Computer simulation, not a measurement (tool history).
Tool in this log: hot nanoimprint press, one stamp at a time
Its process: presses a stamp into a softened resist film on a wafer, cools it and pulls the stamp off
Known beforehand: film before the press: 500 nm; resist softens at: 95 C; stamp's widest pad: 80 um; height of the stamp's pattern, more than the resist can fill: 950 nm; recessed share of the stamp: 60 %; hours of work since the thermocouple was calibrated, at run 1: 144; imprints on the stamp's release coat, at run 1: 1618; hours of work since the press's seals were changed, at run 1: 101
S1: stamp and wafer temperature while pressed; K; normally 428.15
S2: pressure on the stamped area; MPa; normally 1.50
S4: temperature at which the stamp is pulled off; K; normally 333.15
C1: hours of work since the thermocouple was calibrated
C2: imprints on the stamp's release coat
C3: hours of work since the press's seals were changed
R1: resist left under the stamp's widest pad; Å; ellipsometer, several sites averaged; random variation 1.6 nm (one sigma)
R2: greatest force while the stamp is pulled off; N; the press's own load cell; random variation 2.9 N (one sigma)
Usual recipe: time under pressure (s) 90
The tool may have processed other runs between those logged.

{"run": 1, "hour": 0.0, "S1": 428.15, "S2": 1.5, "time under pressure (s)": 90, "S4": 333.15, "C1": 144, "C2": 1618, "C3": 101, "R1": 2518, "R2": 239}
{"run": 2, "hour": 5.8, "S1": 428.15, "S2": 1.5, "time under pressure (s)": 90, "S4": 326.15, "C1": 147, "C2": 1637, "C3": 104, "R1": 2514, "R2": 265}
{"run": 3, "hour": 13.0, "S1": 428.15, "S2": 1.5, "time under pressure (s)": 90, "S4": 326.15, "C1": 152, "C2": 1660, "C3": 109, "R1": 2505, "R2": 267}
{"run": 4, "hour": 18.4, "S1": 428.15, "S2": 1.5, "time under pressure (s)": 90, "S4": 326.15, "C1": 155, "C2": 1678, "C3": 112, "R1": 2516, "R2": 269}
{"hour": 33.4, "done": "stamp cleaned and given a new release coat"}
{"run": 5, "hour": 33.7, "S1": 428.15, "S2": 1.5, "time under pressure (s)": 90, "S4": 322.15, "C1": 161, "C2": 1, "C3": 118, "R1": 2522, "R2": 242}
{"run": 6, "hour": 40.9, "S1": 428.15, "S2": 1.5, "time under pressure (s)": 90, "S4": 336.15, "C1": 166, "C2": 24, "C3": 123, "R1": 2527, "R2": 194}
{"run": 7, "hour": 47.7, "S1": 428.15, "S2": 1.5, "time under pressure (s)": 90, "S4": 336.15, "C1": 170, "C2": 46, "C3": 127, "R1": 2519, "R2": 195}
{"run": 8, "hour": 52.4, "S1": 428.15, "S2": 1.5, "time under pressure (s)": 90, "S4": 336.15, "C1": 173, "C2": 62, "C3": 130, "R1": 2525, "R2": 191}
{"run": 9, "hour": 59.4, "S1": 428.15, "S2": 1.5, "time under pressure (s)": 90, "S4": 336.15, "C1": 177, "C2": 84, "C3": 134, "R1": 2524, "R2": 191}
{"run": 10, "hour": 66.2, "S1": 428.15, "S2": 0.96, "time under pressure (s)": 90, "S4": 333.15, "C1": 181, "C2": 106, "C3": 139, "R1": 3041, "R2": 204}
{"run": 11, "hour": 73.5, "S1": 428.15, "S2": 0.96, "time under pressure (s)": 90, "S4": 333.15, "C1": 186, "C2": 130, "C3": 143, "R1": 3004, "R2": 206}
{"run": 12, "hour": 81.2, "S1": 428.15, "S2": 2.25, "time under pressure (s)": 90, "S4": 333.15, "C1": 191, "C2": 155, "C3": 148, "R1": 2167, "R2": 212}
{"run": 13, "hour": 90.1, "S1": 428.15, "S2": 2.25, "time under pressure (s)": 90, "S4": 333.15, "C1": 196, "C2": 184, "C3": 154, "R1": 2132, "R2": 210}
{"hour": 93.5, "done": "plate thermocouple calibrated"}
{"run": 14, "hour": 102.0, "S1": 429.15, "S2": 1.5, "time under pressure (s)": 89, "S4": 333.15, "C1": 5, "C2": 213, "C3": 159, "R1": 2476, "R2": 211}
{"run": 15, "hour": 107.1, "S1": 432.15, "S2": 1.5, "time under pressure (s)": 107, "S4": 333.15, "C1": 9, "C2": 229, "C3": 162, "R1": 2026, "R2": 211}
{"hour": 114.1, "done": "plate thermocouple calibrated, once more"}
{"run": 16, "hour": 114.1, "S1": 432.15, "S2": 1.5, "time under pressure (s)": 107, "S4": 333.15, "C1": 0, "C2": 242, "C3": 165, "R1": 1940, "R2": 204}
{"run": 17, "hour": 119.4, "S1": 432.15, "S2": 1.5, "time under pressure (s)": 107, "S4": 333.15, "C1": 3, "C2": 259, "C3": 168, "R1": 1971, "R2": 204}
{"run": 18, "hour": 123.8, "S1": 428.15, "S2": 2.17, "time under pressure (s)": 124, "S4": 326.15, "C1": 6, "C2": 273, "C3": 171, "R1": 1863, "R2": 233}
{"run": 19, "hour": 128.0, "S1": 428.15, "S2": 1.5, "time under pressure (s)": 90, "S4": 328.15, "C1": 9, "C2": 287, "C3": 174, "R1": 2475, "R2": 232}
{"run": 20, "hour": 134.2, "S1": 428.15, "S2": 1.5, "time under pressure (s)": 45, "S4": 322.15, "C1": 13, "C2": 307, "C3": 178, "R1": 3121, "R2": 254}

3 options for the next run, each taken on its own from the tool as it stands now. Forecast them:
{"run": "A", "hour": 141.9, "S1": 416.15, "S2": 2.24, "time under pressure (s)": 134, "S4": 322.15, "C1": 18, "C2": 332, "C3": 182, "R1": "?", "R2": "?"}
{"run": "B", "hour": 141.9, "S1": 417.15, "S2": 2.33, "time under pressure (s)": 61, "S4": 333.15, "C1": 18, "C2": 332, "C3": 182, "R1": "?", "R2": "?"}
{"run": "C", "hour": 141.9, "S1": 434.15, "S2": 1.36, "time under pressure (s)": 90, "S4": 333.15, "C1": 18, "C2": 332, "C3": 182, "R1": "?", "R2": "?"}

run=A R1=2996 R2=258
run=B R1=3577 R2=212
run=C R1=2004 R2=205
Without the tool's unlogged condition, the same runs would have read:
run=A R1=2977 R2=250
run=B R1=3560 R2=205
run=C R1=1992 R2=199

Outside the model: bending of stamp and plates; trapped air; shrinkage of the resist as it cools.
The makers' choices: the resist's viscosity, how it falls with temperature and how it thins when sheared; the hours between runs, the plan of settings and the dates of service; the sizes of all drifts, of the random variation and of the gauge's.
